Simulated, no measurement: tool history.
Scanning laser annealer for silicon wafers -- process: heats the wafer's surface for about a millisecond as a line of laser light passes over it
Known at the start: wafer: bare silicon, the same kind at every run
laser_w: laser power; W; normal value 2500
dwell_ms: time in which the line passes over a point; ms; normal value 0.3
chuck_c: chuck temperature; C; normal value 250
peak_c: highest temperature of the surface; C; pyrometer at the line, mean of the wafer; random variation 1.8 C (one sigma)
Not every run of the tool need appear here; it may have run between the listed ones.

run,hour,laser_w,dwell_ms,chuck_c,peak_c
1,0,2500,0.3,250,955
2,18.6,2500,0.3,250,955
3,31.7,2500,0.3,250,958
4,47,2541,0.3,250,963
5,61.3,2541,0.3,250,964
6,72.2,2541,0.3,250,964
7,83.2,2381,0.3,250,921
8,95.3,2500,0.369,250,1034
9,112,2741,0.3,250,1017
10,130.2,2500,0.3,250,953
11,141.2,2500,0.3,250,955
12,155.4,2500,0.3,250,956
13,177.8,2500,0.3,250,951
14,195.2,2500,0.3,250,952
15,209.7,2500,0.3,250,951
16,223.7,2500,0.3,250,950
17,233.4,2500,0.3,267,970
18,250.4,2129,0.3,267,869
19,262.6,2129,0.3,267,869
# hour 271.8: window over the wafer cleaned
20,277.5,2129,0.3,267,858
21,300.3,2500,0.3,230,920
22,321.2,2500,0.3,233,925
23,333.4,2454,0.3,256,932
24,346.7,2454,0.3,256,932
25,368.8,2554,0.3,250,949
26,378.6,2440,0.3,250,923
27,395.1,2440,0.3,250,921
# hour 398.2: window over the wafer cleaned, once more
28,412.2,2500,0.331,250,1018
29,432.3,2425,0.3,232,937
30,447.2,2694,0.3,261,1039
31,463.7,2694,0.24,252,945
32,485.6,2694,0.24,252,947
33,501.2,2532,0.24,252,905
34,523.5,2590,0.26,233,931
35,543.2,2590,0.26,233,933
36,562.7,2499,0.28,247,947
37,572.7,2130,0.276,278,876
38,583,2307,0.313,219,904
39,597.9,2724,0.304,247,1039
40,609.4,2700,0.277,271,1018

Forecast each of these 4 alternatives for the next run:
A,618.7,2708,0.322,271,?
B,618.7,2130,0.214,244,?
C,618.7,2288,0.3,265,?
D,618.7,2484,0.254,250,?

run,peak_c
A,1084
B,763
C,931
D,907
Take away the tool's hidden state, keep each run's random variation, and the runs would have read:
run,peak_c
A,1088
B,766
C,935
D,910

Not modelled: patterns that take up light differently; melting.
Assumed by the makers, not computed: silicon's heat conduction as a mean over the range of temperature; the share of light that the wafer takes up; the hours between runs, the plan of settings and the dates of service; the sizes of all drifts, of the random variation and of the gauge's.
